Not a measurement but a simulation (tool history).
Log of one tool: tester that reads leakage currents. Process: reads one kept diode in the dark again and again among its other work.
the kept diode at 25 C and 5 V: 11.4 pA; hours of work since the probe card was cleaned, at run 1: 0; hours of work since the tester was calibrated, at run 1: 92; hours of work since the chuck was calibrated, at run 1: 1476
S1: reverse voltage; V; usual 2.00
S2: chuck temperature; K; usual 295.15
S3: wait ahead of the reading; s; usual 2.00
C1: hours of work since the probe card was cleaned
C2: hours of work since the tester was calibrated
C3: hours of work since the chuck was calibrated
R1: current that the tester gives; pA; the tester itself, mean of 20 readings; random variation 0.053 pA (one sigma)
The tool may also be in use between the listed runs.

Run 1, hour 0.0: usual settings; C1 0; C2 92; C3 1476. Result: R1 4.98 pA.
Run 2, hour 57.7: usual settings; C1 24; C2 116; C3 1501. Result: R1 5.02 pA.
Run 3, hour 103.1: usual settings; C1 43; C2 135; C3 1520. Result: R1 4.93 pA.
Run 4, hour 198.3: usual settings; C1 84; C2 175; C3 1560. Result: R1 5.05 pA.
Run 5, hour 304.8: usual settings; C1 129; C2 220; C3 1605. Result: R1 5.07 pA.
Run 6, hour 408.2: usual settings but S1 17.50 V; C1 172; C2 264; C3 1648. Result: R1 20.90 pA.
Run 7, hour 455.0: usual settings but S1 17.50 V; C1 192; C2 283; C3 1668. Result: R1 21.31 pA.
Run 8, hour 542.4: usual settings but S2 302.15 K, S3 5.63 s; C1 229; C2 320; C3 1705. Result: R1 8.96 pA.
At hour 553.0: tester calibrated.
Run 9, hour 595.2: usual settings but S2 302.15 K, S3 5.63 s; C1 250; C2 18; C3 1726. Result: R1 8.94 pA.
Run 10, hour 670.5: usual settings but S1 5.87 V, S2 298.15 K, S3 3.67 s; C1 282; C2 50; C3 1758. Result: R1 12.59 pA.
Run 11, hour 760.5: usual settings but S1 2.21 V, S2 304.15 K, S3 6.39 s; C1 320; C2 88; C3 1796. Result: R1 11.23 pA.
Run 12, hour 833.5: usual settings but S1 2.21 V, S2 304.15 K, S3 6.39 s; C1 351; C2 118; C3 1827. Result: R1 11.28 pA.
Run 13, hour 919.1: usual settings but S1 2.21 V, S2 304.15 K, S3 6.39 s; C1 387; C2 154; C3 1863. Result: R1 11.28 pA.

3 ways to go on from here, each from the tool as it stands after run 13. What would each give?
Run A, hour 1008.7: usual settings but S2 301.15 K; C1 424; C2 192; C3 1901. Result: R1 ?.
Run B, hour 1008.7: usual settings but S2 316.15 K; C1 424; C2 192; C3 1901. Result: R1 ?.
Run C, hour 1008.7: usual settings but S1 2.21 V, S2 328.15 K, S3 8.05 s; C1 424; C2 192; C3 1901. Result: R1 ?.

run     R1
  A   8.54
  B  28.53
  C  76.31
Without the tool's hidden state the same runs would have given:
run     R1
  A   9.37
  B  32.59
  C  87.42
